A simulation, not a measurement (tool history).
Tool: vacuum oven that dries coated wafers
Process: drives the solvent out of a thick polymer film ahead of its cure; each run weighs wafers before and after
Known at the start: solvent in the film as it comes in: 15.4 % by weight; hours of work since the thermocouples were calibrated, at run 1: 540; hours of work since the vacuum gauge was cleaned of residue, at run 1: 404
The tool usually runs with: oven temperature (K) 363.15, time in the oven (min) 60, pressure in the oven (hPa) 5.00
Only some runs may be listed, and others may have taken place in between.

| run | hour | oven temperature (K) | time in the oven (min) | pressure in the oven (hPa) | hours of work since the thermocouples were calibrated | hours of work since the vacuum gauge was cleaned of residue | solvent left in the film (%) |
|---|---|---|---|---|---|---|---|
| 1 | 0.0 | 363.15 | 60 | 5.00 | 540 | 404 | 3.60 |
| 2 | 36.3 | 363.15 | 60 | 5.00 | 556 | 421 | 3.71 |
| 3 | 68.5 | 363.15 | 60 | 5.00 | 571 | 435 | 3.70 |
| 4 | 110.3 | 363.15 | 60 | 5.00 | 590 | 455 | 3.77 |
| 5 | 169.5 | 363.15 | 60 | 5.00 | 618 | 482 | 3.69 |
| 6 | 214.8 | 363.15 | 60 | 5.00 | 638 | 503 | 3.69 |
| 7 | 278.3 | 363.15 | 60 | 4.04 | 668 | 532 | 3.69 |
| 8 | 329.5 | 363.15 | 60 | 5.00 | 691 | 555 | 3.76 |
| 9 | 369.9 | 363.15 | 60 | 9.74 | 710 | 574 | 3.91 |
| 10 | 415.2 | 363.15 | 60 | 9.74 | 730 | 595 | 3.95 |
| 11 | 450.0 | 363.15 | 60 | 9.74 | 746 | 611 | 3.94 |
| 12 | 481.8 | 363.15 | 60 | 9.74 | 761 | 625 | 3.96 |
| 13 | 544.7 | 363.15 | 60 | 5.00 | 790 | 654 | 3.75 |
| 14 | 615.4 | 349.15 | 108 | 5.00 | 822 | 686 | 4.87 |
| 15 | 685.6 | 360.15 | 60 | 11.80 | 854 | 719 | 4.84 |
| 16 | 747.2 | 360.15 | 60 | 11.80 | 883 | 747 | 4.88 |
| 17 | 819.9 | 364.15 | 33 | 11.08 | 916 | 780 | 6.36 |
| 18 | 859.4 | 357.15 | 31 | 5.00 | 934 | 798 | 8.12 |
| 19 | 921.4 | 357.15 | 31 | 5.00 | 963 | 827 | 8.09 |
| 20 | 975.0 | 363.15 | 86 | 3.14 | 987 | 852 | 2.20 |
| 21 | 1042.1 | 360.15 | 71 | 3.61 | 1018 | 882 | 3.71 |
| 22 | 1080.5 | 362.15 | 60 | 13.86 | 1036 | 900 | 4.38 |
| 23 | 1121.8 | 362.15 | 60 | 13.86 | 1055 | 919 | 4.51 |
| 24 | 1193.5 | 362.15 | 60 | 5.65 | 1088 | 952 | 4.09 |
| 25 | 1258.0 | 350.15 | 50 | 11.51 | 1117 | 981 | 8.21 |
| 26 | 1313.2 | 350.15 | 50 | 11.51 | 1143 | 1007 | 8.22 |

4 ways to go on from here, each from the tool as it stands after run 26. What would each give?
| A | 1358.3 | 360.15 | 59 | 5.00 | 1163 | 1028 | ? |
| B | 1358.3 | 350.15 | 50 | 3.57 | 1163 | 1028 | ? |
| C | 1358.3 | 378.15 | 86 | 13.96 | 1163 | 1028 | ? |
| D | 1358.3 | 376.15 | 34 | 15.29 | 1163 | 1028 | ? |

| run | solvent left in the film (%) |
|---|---|
| A | 4.60 |
| B | 7.80 |
| C | 0.71 |
| D | 3.34 |
Take away the tool's hidden state, keep each run's random variation, and the runs would have read:
| run | solvent left in the film (%) |
|---|---|
| A | 4.59 |
| B | 7.78 |
| C | 0.70 |
| D | 3.32 |

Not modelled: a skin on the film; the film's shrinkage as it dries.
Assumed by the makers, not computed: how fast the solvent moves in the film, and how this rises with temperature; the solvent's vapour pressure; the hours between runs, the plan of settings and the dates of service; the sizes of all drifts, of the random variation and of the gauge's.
